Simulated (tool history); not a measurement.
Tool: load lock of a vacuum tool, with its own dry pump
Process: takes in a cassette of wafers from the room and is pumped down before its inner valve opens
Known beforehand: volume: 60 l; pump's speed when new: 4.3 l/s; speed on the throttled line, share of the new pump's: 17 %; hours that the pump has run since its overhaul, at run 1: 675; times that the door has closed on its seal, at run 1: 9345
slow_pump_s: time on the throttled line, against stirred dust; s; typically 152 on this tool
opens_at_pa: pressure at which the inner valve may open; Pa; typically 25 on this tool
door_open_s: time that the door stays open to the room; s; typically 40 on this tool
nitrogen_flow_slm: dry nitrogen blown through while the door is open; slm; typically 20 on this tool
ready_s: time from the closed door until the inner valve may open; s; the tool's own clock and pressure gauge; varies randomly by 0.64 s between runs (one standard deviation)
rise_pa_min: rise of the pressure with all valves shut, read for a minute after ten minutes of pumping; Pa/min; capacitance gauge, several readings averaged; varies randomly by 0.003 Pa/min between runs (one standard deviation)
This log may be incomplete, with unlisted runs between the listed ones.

run	hour	slow_pump_s	opens_at_pa	door_open_s	nitrogen_flow_slm	hours that the pump has run since its overhaul	times that the door has closed on its seal	incoming humidity of the room's air, %	ready_s	rise_pa_min
1	0	152	25	40	20	675	9345	44.7	240.9	0.09
2	103.2	152	25	40	20	778	9583	46.6	242.3	0.094
3	207.6	152	25	40	20	882	9822	44	241.4	0.096
4	276.7	152	25	40	20	951	9981	46.2	241.7	0.099
5	357.8	152	25	40	20	1032	10168	42.6	240.2	0.09
6	446	152	25	40	20	1121	10370	42	240.6	0.091
7	505.5	152	25	40	20	1180	10507	47.5	241	0.099
8	581.2	154	25	40	20	1256	10681	44.5	243.3	0.095
9	640	152	25	40	26	1315	10817	46.4	240.9	0.095
10	722	152	25	40	26	1397	11005	44.7	241.7	0.097
11	808.8	152	25	40	26	1483	11205	45.4	241.9	0.103
12	873	152	25	94	20	1548	11352	45.5	241.8	0.125
13	918.6	152	25	40	4	1593	11457	50.3	242.5	0.123
14	981.2	152	25	40	4	1656	11601	44.1	241.4	0.12
15	1043.5	152	25	90	20	1718	11744	49.3	242.1	0.125
16	1139.6	152	25	40	20	1814	11965	47.2	242.2	0.111
17	1234.8	152	25	40	20	1909	12184	45.5	242.7	0.114
18	1337.7	152	25	40	20	2012	12420	45	242.5	0.119
19	1424.3	217	27	122	34	2099	12620	47.9	293.2	0.129
20	1506.1	217	27	122	34	2181	12808	46.1	293.4	0.129
21	1583.3	152	49	111	20	2258	12985	46.2	232.3	0.142
22	1648.2	121	49	111	5	2323	13134	45.2	206.5	0.164
23	1755.5	259	33	62	5	2430	13381	45	325.4	0.142
24	1833.5	259	33	62	5	2508	13560	49	326.7	0.153
25	1886.9	194	33	62	5	2562	13683	45.2	273.4	0.148
26	1982.4	194	33	104	6	2657	13903	46.3	271.5	0.161
27	2050.2	194	33	104	6	2725	14058	41.4	272.3	0.168
28	2106.5	194	33	104	6	2781	14188	48.7	272.7	0.172
29	2168.2	97	25	139	20	2843	14330	45.2	197.4	0.161
30	2213.9	97	25	139	20	2889	14435	45.3	196.4	0.154
31	2283	97	25	139	20	2958	14594	44.2	197.3	0.158
32	2346.7	106	25	48	9	3021	14740	46	204.7	0.146
33	2445.4	176	28	40	20	3120	14967	45.6	260.4	0.135
34	2548.4	170	19	197	33	3223	15204	45.8	262.7	0.168
35	2622.9	170	19	197	33	3298	15375	46.1	260.7	0.16
36	2679	152	25	40	8	3354	15504	43.5	243.1	0.152

Consider 4 possible next runs. They are alternatives, not a sequence: every one starts from the tool as it was left by run 36. What does each give?
A	2731.1	163	25	40	8	3406	15624	46.5	?	?
B	2731.1	152	25	26	20	3406	15624	45.4	?	?
C	2731.1	152	25	39	7	3406	15624	45.2	?	?
D	2731.1	182	25	40	5	3406	15624	41.6	?	?

run	ready_s	rise_pa_min
A	252.7	0.15
B	243	0.133
C	241.5	0.152
D	269.5	0.151
Without the tool's unlogged condition, the same runs would have read:
run	ready_s	rise_pa_min
A	251.1	0.045
B	241.3	0.026
C	239.9	0.046
D	267.9	0.045
